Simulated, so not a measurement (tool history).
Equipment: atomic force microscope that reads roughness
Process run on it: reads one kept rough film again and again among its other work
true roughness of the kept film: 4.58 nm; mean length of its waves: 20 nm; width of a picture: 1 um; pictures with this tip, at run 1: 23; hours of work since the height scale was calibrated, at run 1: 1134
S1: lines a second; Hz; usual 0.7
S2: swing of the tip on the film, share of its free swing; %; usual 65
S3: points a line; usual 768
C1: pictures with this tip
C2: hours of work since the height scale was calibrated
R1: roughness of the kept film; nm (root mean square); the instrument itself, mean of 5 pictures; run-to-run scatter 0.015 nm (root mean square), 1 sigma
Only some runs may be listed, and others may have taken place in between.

run	hour	S1	S2	S3	C1	C2	R1
1	0	0.7	65	768	23	1134	3.42
2	50.4	0.7	65	768	135	1172	2.926
3	77.7	0.7	65	768	196	1193	2.711
4	127.2	0.7	65	768	307	1231	2.373
# hour 131.8: new tip fitted
5	185.3	0.7	65	768	120	1274	2.98
6	236.5	0.7	65	726	234	1313	2.607
7	266.2	0.7	65	768	301	1335	2.419
# hour 276.2: new tip fitted
8	302.1	0.7	65	768	58	1362	3.221
9	329.3	0.7	65	768	118	1383	2.969
10	385.2	0.7	65	768	243	1425	2.545
# hour 419.7: new tip fitted
11	437.2	0.7	65	768	39	1464	3.379
12	481.3	0.7	65	768	138	1497	2.958
13	505.7	0.7	65	333	192	1516	2.711
# hour 561.6: new tip fitted
14	562.4	0.7	65	333	2	1558	3.428
15	591.6	0.7	65	333	67	1580	3.106
16	615.7	0.7	65	333	121	1598	2.914
17	643.1	0.7	65	768	182	1619	2.751
18	691.6	0.7	71	768	291	1656	2.387
# hour 704.9: new tip fitted
19	737.3	0.7	65	300	73	1690	3.072
20	767.9	0.7	65	768	141	1713	2.892
21	819	0.7	65	768	255	1752	2.552
# hour 825.4: height scale calibrated on a step standard
# hour 851.9: new tip fitted
22	853.9	0.637	65	768	5	21	3.446
23	901	0.637	65	768	110	57	2.968
# hour 904.8: height scale calibrated on a step standard, once more
24	934.3	0.637	65	768	182	22	2.816
25	989.8	0.637	65	768	306	64	2.432
# hour 995.3: new tip fitted
26	1041	0.7	65	768	103	103	3.089
27	1064.9	0.7	65	768	156	121	2.892
28	1097.2	2.146	87	827	228	145	2.08
29	1134.8	2.146	87	827	312	174	1.879
# hour 1139.2: new tip fitted
30	1175.8	2.146	73	577	82	204	2.798
31	1205.6	2.103	57	264	148	227	2.739
32	1230.3	0.515	77	891	203	245	2.666
33	1273.1	0.585	55	341	299	278	2.405
# hour 1282.4: new tip fitted
34	1309.3	0.585	55	341	60	305	3.264
35	1352.7	0.7	70	565	157	338	2.779
36	1409.4	0.7	82	293	283	380	2.291
# hour 1427.4: new tip fitted
37	1437.2	0.7	82	293	22	401	3.236
38	1471.3	0.7	82	293	99	427	2.903
39	1525.9	0.7	74	990	221	468	2.626
# hour 1570.8: new tip fitted
40	1575.5	0.967	73	531	10	505	3.347
41	1620.6	3.958	65	768	111	539	2.658
42	1652.4	1.521	65	768	182	563	2.665
43	1697.7	0.558	63	652	283	598	2.493
# hour 1713.4: new tip fitted
44	1740.6	0.7	65	768	61	630	3.281
45	1794.6	3.445	84	497	182	671	1.96
46	1845.9	3.445	84	497	296	709	1.7
# hour 1856.8: new tip fitted
47	1885	1.062	84	621	63	739	2.967
48	1936.6	1.062	72	266	178	778	2.581
49	1986	0.835	65	768	288	815	2.409
# hour 2001: new tip fitted
50	2032.7	0.835	84	874	70	850	3.022
51	2065.7	0.963	87	426	144	875	2.635

3 options for the next run, each taken on its own from the tool as it stands now. Forecast them:
A	2120.5	0.7	65	518	267	916	?
B	2120.5	0.7	65	1012	267	916	?
C	2120.5	0.571	62	426	267	916	?

run	R1
A	2.541
B	2.55
C	2.558
Had the tool no hidden state, the same runs would have come out as:
run	R1
A	3.599
B	3.61
C	3.623
